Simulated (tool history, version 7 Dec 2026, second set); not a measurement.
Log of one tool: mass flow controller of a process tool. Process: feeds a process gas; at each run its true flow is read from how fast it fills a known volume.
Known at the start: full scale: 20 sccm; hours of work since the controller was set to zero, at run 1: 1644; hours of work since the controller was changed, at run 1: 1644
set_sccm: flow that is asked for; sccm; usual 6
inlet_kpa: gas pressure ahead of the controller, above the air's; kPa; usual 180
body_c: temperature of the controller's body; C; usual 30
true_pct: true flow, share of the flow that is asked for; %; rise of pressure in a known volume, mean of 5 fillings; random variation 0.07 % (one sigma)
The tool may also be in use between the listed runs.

run	hour	set_sccm	inlet_kpa	body_c	hours of work since the controller was set to zero	hours of work since the controller was changed	true_pct
1	0	6	180	30	1644	1644	99.76
2	76.4	6	162	30	1676	1676	99.71
3	128.8	6	162	30	1697	1697	99.71
4	245.9	6	162	30	1746	1746	99.81
5	312.6	6	162	30	1773	1773	99.66
6	394.5	6	180	30	1807	1807	99.9
7	488.8	6	180	30	1846	1846	99.93
8	599.1	6	180	30	1891	1891	99.94
9	663.6	6	180	30	1918	1918	99.97
10	779.5	6	180	30	1965	1965	99.93
11	874.8	6	180	30	2004	2004	99.96
12	998.4	6	180	30	2055	2055	100
13	1105.1	6	180	30	2099	2099	100.08
14	1193.5	6	166	30	2136	2136	99.95
15	1318	14	180	30	2187	2187	100.6
16	1399.1	14	180	30	2220	2220	100.69
17	1497.1	14	169	30	2261	2261	100.52
18	1599.8	14	169	30	2303	2303	100.54
19	1683.7	6	180	26	2337	2337	99.96
# hour 1694.7: controller's zero set anew
20	1777.6	6	180	26	34	2376	100.11
21	1846.6	6	180	26	63	2404	100.18
22	1940.8	6	180	26	101	2443	100.32
23	2053.8	3	233	28	148	2490	101.63
24	2132.8	5	180	30	180	2522	100.73
25	2205.7	5	180	30	210	2552	100.8
26	2262.5	6	258	30	234	2575	100.62
27	2342.8	6	258	30	267	2609	100.76
# hour 2378.4: controller's zero set anew, once more
28	2423.7	6	210	38	19	2642	99.97
29	2508.6	6	210	38	54	2677	99.9
30	2591.7	6	210	38	88	2711	99.98
31	2650.2	14	203	30	112	2735	100.26
32	2727.4	14	203	30	144	2767	100.34
33	2850.3	5	174	21	194	2817	98.6
34	2976.5	5	174	25	246	2869	98.91
35	3064.2	18	164	39	282	2905	101.42
36	3187.7	18	203	32	333	2956	100.97
37	3246.3	18	203	32	357	2980	100.94
38	3336.7	7	141	38	394	3017	100
39	3429.1	7	141	38	432	3055	100.13
40	3486	7	141	38	456	3079	100.13
41	3573.4	7	154	35	492	3115	99.84

Forecast each of these 4 alternatives for the next run:
A	3636.3	7	154	32	518	3141	?
B	3636.3	4	194	29	518	3141	?
C	3636.3	8	276	38	518	3141	?
D	3636.3	7	258	20	518	3141	?

run	true_pct
A	99.69
B	99.47
C	100.52
D	99.04
Without the tool's hidden state the same runs would have given:
run	true_pct
A	98.63
B	98.13
C	99.5
D	97.98
